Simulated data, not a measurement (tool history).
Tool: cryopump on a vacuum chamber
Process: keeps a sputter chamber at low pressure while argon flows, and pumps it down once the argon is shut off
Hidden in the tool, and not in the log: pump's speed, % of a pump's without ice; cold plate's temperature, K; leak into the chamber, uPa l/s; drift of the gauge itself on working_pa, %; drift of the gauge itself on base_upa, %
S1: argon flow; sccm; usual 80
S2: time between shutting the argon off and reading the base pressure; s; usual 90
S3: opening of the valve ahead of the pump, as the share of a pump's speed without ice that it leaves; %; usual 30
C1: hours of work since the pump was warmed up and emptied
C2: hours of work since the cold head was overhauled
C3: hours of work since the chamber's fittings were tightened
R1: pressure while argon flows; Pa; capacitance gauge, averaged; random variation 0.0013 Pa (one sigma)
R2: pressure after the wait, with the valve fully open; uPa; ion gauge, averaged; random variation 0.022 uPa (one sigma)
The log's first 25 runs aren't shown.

Run 26, hour 966.9: usual settings but S1 49 sccm, S2 55 s, S3 21 %; C1 356; C2 1124; C3 361. Result: R1 0.2565 Pa, R2 1.16 uPa.
Run 27, hour 1017.2: usual settings but S1 49 sccm, S2 55 s, S3 21 %; C1 377; C2 1145; C3 381. Result: R1 0.2577 Pa, R2 1.15 uPa.
Run 28, hour 1047.2: usual settings but S3 34 %; C1 389; C2 1157; C3 393. Result: R1 0.2638 Pa, R2 0.89 uPa.
Run 29, hour 1085.9: usual settings but S1 85 sccm, S2 47 s, S3 34 %; C1 405; C2 1173; C3 409. Result: R1 0.2787 Pa, R2 1.29 uPa.
Run 30, hour 1113.4: usual settings but S1 122 sccm, S2 210 s, S3 46 %; C1 416; C2 1184; C3 420. Result: R1 0.3015 Pa, R2 0.60 uPa.
Run 31, hour 1161.7: usual settings but S1 59 sccm, S2 234 s; C1 436; C2 1204; C3 440. Result: R1 0.2200 Pa, R2 0.55 uPa.
Run 32, hour 1188.7: usual settings but S1 32 sccm, S2 38 s, S3 22 %; C1 447; C2 1215; C3 451. Result: R1 0.1623 Pa, R2 1.53 uPa.
Run 33, hour 1224.9: usual settings but S1 33 sccm, S2 277 s; C1 461; C2 1230; C3 466. Result: R1 0.1236 Pa, R2 0.56 uPa.
Run 34, hour 1278.9: usual settings but S1 96 sccm, S2 20 s; C1 483; C2 1252; C3 488. Result: R1 0.3560 Pa, R2 2.51 uPa.
Run 35, hour 1311.3: usual settings but S1 96 sccm, S2 104 s; C1 497; C2 1265; C3 501. Result: R1 0.3603 Pa, R2 0.81 uPa.

3 ways to go on from here, each from the tool as it stands after run 35. What would each give?
Run A, hour 1368.3: usual settings but S1 131 sccm; C1 520; C2 1288; C3 524. Result: R1 ?, R2 ?.
Run B, hour 1368.3: usual settings but S2 40 s; C1 520; C2 1288; C3 524. Result: R1 ?, R2 ?.
Run C, hour 1368.3: usual settings but S1 78 sccm, S2 104 s, S3 49 %; C1 520; C2 1288; C3 524. Result: R1 ?, R2 ?.

run      R1    R2
  A  0.4921  0.88
  B  0.3014  1.50
  C  0.1818  0.84
Without the tool's hidden state the same runs would have given:
run      R1    R2
  A  0.4732  0.63
  B  0.2898  1.25
  C  0.1707  0.60

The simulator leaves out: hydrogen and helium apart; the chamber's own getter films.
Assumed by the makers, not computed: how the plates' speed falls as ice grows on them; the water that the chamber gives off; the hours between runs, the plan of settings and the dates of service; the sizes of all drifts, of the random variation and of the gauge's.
